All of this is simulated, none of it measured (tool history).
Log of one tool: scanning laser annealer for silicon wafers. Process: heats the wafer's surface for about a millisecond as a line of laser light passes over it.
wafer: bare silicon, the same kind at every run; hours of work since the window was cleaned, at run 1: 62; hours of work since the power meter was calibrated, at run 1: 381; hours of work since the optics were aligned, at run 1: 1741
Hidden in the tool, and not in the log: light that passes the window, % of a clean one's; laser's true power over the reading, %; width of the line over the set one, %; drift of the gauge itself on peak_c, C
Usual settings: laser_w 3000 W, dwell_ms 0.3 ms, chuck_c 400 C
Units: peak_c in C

run,hour,laser_w,dwell_ms,chuck_c,hours of work since the window was cleaned,hours of work since the power meter was calibrated,hours of work since the optics were aligned,peak_c
1,0,3000,0.3,400,62,381,1741,1223
2,25.5,3000,0.3,400,82,401,1760,1227
3,38.7,3000,0.309,400,92,411,1771,1239
4,58.1,3000,0.309,400,107,426,1786,1238
5,74.1,3000,0.309,400,120,439,1798,1243
6,98.9,3000,0.309,400,139,458,1817,1238
7,120.6,3000,0.309,400,156,475,1834,1239
8,142.3,3000,0.309,400,173,492,1851,1237
9,154,2851,0.3,400,182,501,1860,1185
10,169.2,3000,0.275,429,194,512,1872,1220

Run 11 comes next. What will it give?
11,182.3,3000,0.275,429,204,523,1882,?

Run 11 gave peak_c 1217 C.
Without the tool's hidden state the same run would have given peak_c 1217 C.

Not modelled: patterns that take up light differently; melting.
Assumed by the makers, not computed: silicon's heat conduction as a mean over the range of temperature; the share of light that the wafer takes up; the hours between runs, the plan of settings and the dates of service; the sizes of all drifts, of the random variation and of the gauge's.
